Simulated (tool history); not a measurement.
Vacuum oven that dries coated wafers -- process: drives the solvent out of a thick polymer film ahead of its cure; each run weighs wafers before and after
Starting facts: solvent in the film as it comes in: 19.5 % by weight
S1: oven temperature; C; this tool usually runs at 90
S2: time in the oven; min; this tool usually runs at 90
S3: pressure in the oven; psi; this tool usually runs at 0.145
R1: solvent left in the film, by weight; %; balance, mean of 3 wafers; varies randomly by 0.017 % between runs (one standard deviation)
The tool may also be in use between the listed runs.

Run 1, hour 0: usual settings. Result: R1 1.57 %.
Run 2, hour 94.2: usual settings. Result: R1 1.58 %.
At hour 143.3: oven's thermocouples calibrated.
Run 3, hour 186.8: usual settings. Result: R1 1.62 %.
Run 4, hour 244: usual settings but S1 80 C. Result: R1 3.36 %.
Run 5, hour 344.6: usual settings but S1 80 C. Result: R1 3.45 %.
Run 6, hour 426.6: usual settings but S1 80 C, S3 0.077 psi. Result: R1 3.17 %.
Run 7, hour 485.4: usual settings but S1 80 C, S3 0.077 psi. Result: R1 3.15 %.
Run 8, hour 585.7: usual settings but S1 80 C, S3 0.077 psi. Result: R1 3.22 %.
At hour 602.2: vacuum gauge cleaned of residue and calibrated.
Run 9, hour 684.8: usual settings but S1 80 C, S3 0.077 psi. Result: R1 3.12 %.
At hour 755.6: oven's thermocouples calibrated, once more.
Run 10, hour 775.5: usual settings but S1 80 C, S3 0.077 psi. Result: R1 2.88 %.
Run 11, hour 832.6: usual settings but S1 80 C, S3 0.077 psi. Result: R1 2.86 %.
Run 12, hour 925.9: usual settings but S1 80 C, S3 0.077 psi. Result: R1 2.89 %.
Run 13, hour 1010.4: usual settings but S1 80 C, S3 0.077 psi. Result: R1 2.89 %.
Run 14, hour 1118.5: usual settings but S1 102 C, S3 0.226 psi. Result: R1 0.69 %.
Run 15, hour 1197.2: usual settings but S1 103 C, S2 152 min, S3 0.135 psi. Result: R1 0.31 %.

Alternative continuations, all from the tool just after run 15; predict every row:
Run A, hour 1304.2: usual settings but S1 96 C, S2 152 min, S3 0.099 psi. Result: R1 ?.
Run B, hour 1304.2: usual settings but S1 103 C, S2 64 min, S3 0.421 psi. Result: R1 ?.
Run C, hour 1304.2: usual settings but S1 99 C, S2 96 min, S3 0.497 psi. Result: R1 ?.
Run D, hour 1304.2: usual settings but S1 103 C, S3 0.074 psi. Result: R1 ?.
Run E, hour 1304.2: usual settings but S1 80 C. Result: R1 ?.

run    R1
  A  0.36
  B  1.53
  C  1.46
  D  0.33
  E  3.27
Without the tool's hidden state the same runs would have given:
run    R1
  A  0.32
  B  1.44
  C  1.38
  D   0.3
  E  3.09
